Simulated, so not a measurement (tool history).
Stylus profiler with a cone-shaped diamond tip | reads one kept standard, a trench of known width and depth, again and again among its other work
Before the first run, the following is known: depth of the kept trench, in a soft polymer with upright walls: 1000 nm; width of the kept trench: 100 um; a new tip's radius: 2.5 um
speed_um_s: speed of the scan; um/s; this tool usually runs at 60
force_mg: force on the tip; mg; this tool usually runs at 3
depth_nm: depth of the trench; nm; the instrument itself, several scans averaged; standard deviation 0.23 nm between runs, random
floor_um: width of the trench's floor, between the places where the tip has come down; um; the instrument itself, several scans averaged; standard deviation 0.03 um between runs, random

run	hour	speed_um_s	force_mg	depth_nm	floor_um
1	0	60	3	1015.98	94.98
2	92.8	60	3	1015.6	94.9
3	148.8	60	3	1015.81	94.7
4	242.1	60	3	1015.49	94.58
5	323.7	60	3	1015.63	94.52
6	373.8	60	2.67	1013.91	94.34
7	421.4	61	7.54	1028.91	94.46
8	484	61	7.54	1028.58	94.29
9	579.6	61	7.54	1028.74	94.2
10	667.8	61	7.54	1028.47	93.99
11	730.5	51	3.82	1017.38	93.86
12	838.1	60	8.49	1030.85	93.77

Here are 5 independent what-if runs from the current tool condition. What would each one return?
A	933.7	50	1.35	?	?
B	933.7	144	1.85	?	?
C	933.7	60	2.3	?	?
D	933.7	18	4.03	?	?
E	933.7	28	1.7	?	?

run	depth_nm	floor_um
A	1007.58	93.43
B	1009.35	92.88
C	1011.68	93.48
D	1017.55	93.77
E	1008.95	93.66
Without the tool's unlogged condition, the same runs would have read:
run	depth_nm	floor_um
A	1009.73	95.62
B	1011.5	95.06
C	1013.84	95.66
D	1019.72	95.95
E	1011.1	95.84

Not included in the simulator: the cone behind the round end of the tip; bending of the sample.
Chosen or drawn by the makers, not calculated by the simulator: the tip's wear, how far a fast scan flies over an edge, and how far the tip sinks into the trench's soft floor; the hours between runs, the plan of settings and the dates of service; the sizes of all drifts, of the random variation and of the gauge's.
